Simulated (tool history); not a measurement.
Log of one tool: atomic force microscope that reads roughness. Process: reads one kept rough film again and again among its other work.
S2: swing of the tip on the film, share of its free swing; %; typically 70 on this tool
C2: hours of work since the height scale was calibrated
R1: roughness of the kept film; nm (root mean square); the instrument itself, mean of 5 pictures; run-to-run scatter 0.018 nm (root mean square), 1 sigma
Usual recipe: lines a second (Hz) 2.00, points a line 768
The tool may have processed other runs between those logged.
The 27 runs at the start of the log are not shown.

{"hour": 622.6, "done": "new tip fitted"}
{"run": 28, "hour": 623.2, "lines a second (Hz)": 1.81, "S2": 77, "points a line": 922, "pictures with this tip": 1, "C2": 452, "R1": 4.346}
{"run": 29, "hour": 642.2, "lines a second (Hz)": 0.76, "S2": 75, "points a line": 768, "pictures with this tip": 34, "C2": 462, "R1": 4.588}
{"run": 30, "hour": 655.3, "lines a second (Hz)": 0.76, "S2": 75, "points a line": 768, "pictures with this tip": 57, "C2": 468, "R1": 4.571}
{"hour": 666.5, "done": "new tip fitted"}
{"run": 31, "hour": 671.3, "lines a second (Hz)": 0.76, "S2": 75, "points a line": 768, "pictures with this tip": 8, "C2": 477, "R1": 4.6}
{"run": 32, "hour": 688.2, "lines a second (Hz)": 0.9, "S2": 61, "points a line": 768, "pictures with this tip": 38, "C2": 486, "R1": 4.683}
{"hour": 711.3, "done": "new tip fitted"}
{"run": 33, "hour": 712.2, "lines a second (Hz)": 1.21, "S2": 59, "points a line": 971, "pictures with this tip": 1, "C2": 498, "R1": 4.647}
{"run": 34, "hour": 727.6, "lines a second (Hz)": 1.44, "S2": 88, "points a line": 668, "pictures with this tip": 28, "C2": 506, "R1": 4.178}
{"hour": 756.3, "done": "new tip fitted"}
{"run": 35, "hour": 756.3, "lines a second (Hz)": 1.36, "S2": 70, "points a line": 268, "pictures with this tip": 0, "C2": 521, "R1": 4.494}
{"run": 36, "hour": 781.9, "lines a second (Hz)": 1.47, "S2": 62, "points a line": 321, "pictures with this tip": 45, "C2": 535, "R1": 4.567}

Alternative continuations, all from the tool just after run 36; predict every row:
{"run": "A", "hour": 794.6, "lines a second (Hz)": 0.78, "S2": 70, "points a line": 300, "pictures with this tip": 67, "C2": 541, "R1": "?"}
{"run": "B", "hour": 794.6, "lines a second (Hz)": 1.18, "S2": 82, "points a line": 289, "pictures with this tip": 67, "C2": 541, "R1": "?"}
{"run": "C", "hour": 794.6, "lines a second (Hz)": 3.11, "S2": 57, "points a line": 872, "pictures with this tip": 67, "C2": 541, "R1": "?"}
{"run": "D", "hour": 794.6, "lines a second (Hz)": 3.32, "S2": 70, "points a line": 768, "pictures with this tip": 67, "C2": 541, "R1": "?"}

run=A R1=4.599
run=B R1=4.359
run=C R1=4.530
run=D R1=4.225
Had the tool no hidden state, the same runs would have come out as:
run=A R1=4.609
run=B R1=4.368
run=C R1=4.540
run=D R1=4.234
